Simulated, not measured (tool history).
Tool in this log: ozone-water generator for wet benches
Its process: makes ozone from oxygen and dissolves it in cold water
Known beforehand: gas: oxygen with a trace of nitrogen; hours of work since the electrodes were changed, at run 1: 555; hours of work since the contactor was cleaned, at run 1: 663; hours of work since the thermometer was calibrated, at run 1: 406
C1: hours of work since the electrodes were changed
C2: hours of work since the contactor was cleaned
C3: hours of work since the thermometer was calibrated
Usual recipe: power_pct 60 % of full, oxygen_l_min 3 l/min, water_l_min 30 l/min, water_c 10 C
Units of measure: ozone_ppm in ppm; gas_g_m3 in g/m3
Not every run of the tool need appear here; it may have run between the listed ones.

{"run": 1, "hour": 0.0, "power_pct": 60, "oxygen_l_min": 3, "water_l_min": 30, "water_c": 10, "C1": 555, "C2": 663, "C3": 406, "ozone_ppm": 12.2, "gas_g_m3": 239.4}
{"run": 2, "hour": 35.7, "power_pct": 41, "oxygen_l_min": 3, "water_l_min": 30, "water_c": 10, "C1": 580, "C2": 688, "C3": 431, "ozone_ppm": 9.4, "gas_g_m3": 189}
{"run": 3, "hour": 70.2, "power_pct": 94, "oxygen_l_min": 3, "water_l_min": 30, "water_c": 10, "C1": 603, "C2": 712, "C3": 455, "ozone_ppm": 15.8, "gas_g_m3": 312.2}
{"run": 4, "hour": 94.3, "power_pct": 60, "oxygen_l_min": 3, "water_l_min": 41, "water_c": 10, "C1": 620, "C2": 728, "C3": 471, "ozone_ppm": 8.5, "gas_g_m3": 240.8}
{"run": 5, "hour": 146.6, "power_pct": 60, "oxygen_l_min": 3, "water_l_min": 41, "water_c": 10, "C1": 657, "C2": 765, "C3": 508, "ozone_ppm": 8.3, "gas_g_m3": 240.6}
{"run": 6, "hour": 202.7, "power_pct": 60, "oxygen_l_min": 3, "water_l_min": 41, "water_c": 10, "C1": 696, "C2": 804, "C3": 547, "ozone_ppm": 8.5, "gas_g_m3": 239.8}
{"run": 7, "hour": 239.3, "power_pct": 60, "oxygen_l_min": 3, "water_l_min": 41, "water_c": 10, "C1": 721, "C2": 829, "C3": 572, "ozone_ppm": 8.3, "gas_g_m3": 240.1}
{"run": 8, "hour": 268.7, "power_pct": 60, "oxygen_l_min": 3, "water_l_min": 41, "water_c": 10, "C1": 741, "C2": 849, "C3": 592, "ozone_ppm": 8.5, "gas_g_m3": 240.5}
{"run": 9, "hour": 308.0, "power_pct": 60, "oxygen_l_min": 3, "water_l_min": 20, "water_c": 10, "C1": 769, "C2": 877, "C3": 620, "ozone_ppm": 18.6, "gas_g_m3": 240.3}
{"run": 10, "hour": 361.3, "power_pct": 60, "oxygen_l_min": 3, "water_l_min": 30, "water_c": 10, "C1": 806, "C2": 914, "C3": 657, "ozone_ppm": 12.1, "gas_g_m3": 243.1}
{"run": 11, "hour": 410.4, "power_pct": 60, "oxygen_l_min": 3, "water_l_min": 30, "water_c": 10, "C1": 840, "C2": 948, "C3": 691, "ozone_ppm": 12, "gas_g_m3": 240.4}
{"run": 12, "hour": 434.8, "power_pct": 60, "oxygen_l_min": 3, "water_l_min": 30, "water_c": 10, "C1": 857, "C2": 965, "C3": 708, "ozone_ppm": 12.1, "gas_g_m3": 242.8}
{"run": 13, "hour": 463.3, "power_pct": 60, "oxygen_l_min": 3, "water_l_min": 30, "water_c": 10, "C1": 876, "C2": 985, "C3": 728, "ozone_ppm": 12.2, "gas_g_m3": 242.2}
{"run": 14, "hour": 488.6, "power_pct": 60, "oxygen_l_min": 3, "water_l_min": 30, "water_c": 8, "C1": 894, "C2": 1002, "C3": 745, "ozone_ppm": 12.1, "gas_g_m3": 241.9}
{"run": 15, "hour": 526.2, "power_pct": 60, "oxygen_l_min": 1.53, "water_l_min": 30, "water_c": 10, "C1": 920, "C2": 1028, "C3": 771, "ozone_ppm": 9, "gas_g_m3": 321.2}
{"run": 16, "hour": 582.0, "power_pct": 60, "oxygen_l_min": 1.53, "water_l_min": 30, "water_c": 10, "C1": 959, "C2": 1067, "C3": 810, "ozone_ppm": 9.1, "gas_g_m3": 321.9}
{"run": 17, "hour": 637.9, "power_pct": 60, "oxygen_l_min": 1.6, "water_l_min": 30, "water_c": 10, "C1": 998, "C2": 1106, "C3": 849, "ozone_ppm": 9.1, "gas_g_m3": 317.7}
{"run": 18, "hour": 694.7, "power_pct": 41, "oxygen_l_min": 2.48, "water_l_min": 30, "water_c": 10, "C1": 1037, "C2": 1145, "C3": 888, "ozone_ppm": 8.9, "gas_g_m3": 210.3}
{"run": 19, "hour": 746.9, "power_pct": 41, "oxygen_l_min": 4.88, "water_l_min": 30, "water_c": 9, "C1": 1073, "C2": 1182, "C3": 925, "ozone_ppm": 11.6, "gas_g_m3": 158.1}
{"run": 20, "hour": 805.8, "power_pct": 84, "oxygen_l_min": 3, "water_l_min": 30, "water_c": 7, "C1": 1114, "C2": 1222, "C3": 965, "ozone_ppm": 15, "gas_g_m3": 297.5}
{"run": 21, "hour": 852.9, "power_pct": 44, "oxygen_l_min": 2.83, "water_l_min": 23, "water_c": 7, "C1": 1147, "C2": 1255, "C3": 998, "ozone_ppm": 13.5, "gas_g_m3": 208}
{"run": 22, "hour": 877.0, "power_pct": 44, "oxygen_l_min": 3.38, "water_l_min": 47, "water_c": 7, "C1": 1164, "C2": 1272, "C3": 1015, "ozone_ppm": 6.3, "gas_g_m3": 194.9}
{"run": 23, "hour": 927.6, "power_pct": 76, "oxygen_l_min": 2.94, "water_l_min": 39, "water_c": 13, "C1": 1199, "C2": 1307, "C3": 1050, "ozone_ppm": 10.1, "gas_g_m3": 281}
{"run": 24, "hour": 955.8, "power_pct": 73, "oxygen_l_min": 4.89, "water_l_min": 45, "water_c": 6, "C1": 1218, "C2": 1327, "C3": 1070, "ozone_ppm": 10.4, "gas_g_m3": 223.6}
{"run": 25, "hour": 986.7, "power_pct": 73, "oxygen_l_min": 4.89, "water_l_min": 45, "water_c": 6, "C1": 1240, "C2": 1348, "C3": 1091, "ozone_ppm": 10.7, "gas_g_m3": 223.4}
{"run": 26, "hour": 1018.0, "power_pct": 73, "oxygen_l_min": 4.89, "water_l_min": 45, "water_c": 6, "C1": 1262, "C2": 1370, "C3": 1113, "ozone_ppm": 10.6, "gas_g_m3": 224.2}
{"run": 27, "hour": 1044.1, "power_pct": 60, "oxygen_l_min": 2.41, "water_l_min": 26, "water_c": 12, "C1": 1280, "C2": 1388, "C3": 1131, "ozone_ppm": 12.7, "gas_g_m3": 266.6}
{"run": 28, "hour": 1075.9, "power_pct": 60, "oxygen_l_min": 1.97, "water_l_min": 30, "water_c": 12, "C1": 1302, "C2": 1410, "C3": 1153, "ozone_ppm": 9.9, "gas_g_m3": 294.4}
{"run": 29, "hour": 1110.5, "power_pct": 60, "oxygen_l_min": 1.97, "water_l_min": 30, "water_c": 12, "C1": 1326, "C2": 1434, "C3": 1177, "ozone_ppm": 9.8, "gas_g_m3": 292.3}
{"run": 30, "hour": 1136.6, "power_pct": 60, "oxygen_l_min": 1.97, "water_l_min": 30, "water_c": 9, "C1": 1344, "C2": 1452, "C3": 1195, "ozone_ppm": 10.2, "gas_g_m3": 290.4}
{"run": 31, "hour": 1189.4, "power_pct": 60, "oxygen_l_min": 4.78, "water_l_min": 30, "water_c": 11, "C1": 1381, "C2": 1489, "C3": 1232, "ozone_ppm": 14, "gas_g_m3": 202.3}
{"run": 32, "hour": 1246.7, "power_pct": 60, "oxygen_l_min": 3, "water_l_min": 21, "water_c": 10, "C1": 1420, "C2": 1529, "C3": 1272, "ozone_ppm": 17.6, "gas_g_m3": 247.2}

Measured less the same run without the tool's hidden state. The same run-to-run variation is in both; the gauge's scatter may not be:
Hidden state at play: yield of the discharge, % of new electrodes'; contactor's efficiency, % of a clean one's; true water temperature over the reading, C; drift of the gauge itself on ozone_ppm, %; drift of the gauge itself on gas_g_m3, %.
run=1 gas_g_m3=-0.1
run=2 gas_g_m3=+0.2
run=3 gas_g_m3=+0.3
run=4 gas_g_m3=+0.4
run=5 gas_g_m3=+0.7
run=6 gas_g_m3=+0.9
run=7 gas_g_m3=+1.1
run=8 gas_g_m3=+1.3
run=9 gas_g_m3=+1.4
run=10 gas_g_m3=+1.7
run=11 gas_g_m3=+1.9
run=12 gas_g_m3=+2
run=13 gas_g_m3=+2.1
run=14 gas_g_m3=+2.3
run=15 gas_g_m3=+3.3
run=16 gas_g_m3=+3.6
run=17 gas_g_m3=+3.9
run=18 gas_g_m3=+2.9
run=19 gas_g_m3=+2.3
run=20 gas_g_m3=+4.6
run=21 gas_g_m3=+3.5
run=22 gas_g_m3=+3.3
run=23 gas_g_m3=+5
run=24 gas_g_m3=+4.1
run=25 gas_g_m3=+4.2
run=26 gas_g_m3=+4.3
run=27 gas_g_m3=+5.4
run=28 gas_g_m3=+6.1
run=29 gas_g_m3=+6.2
run=30 gas_g_m3=+6.4
run=31 gas_g_m3=+4.6
run=32 gas_g_m3=+5.9
For ozone_ppm, the value without the hidden state is never more than 0.1 ppm from the measured value.
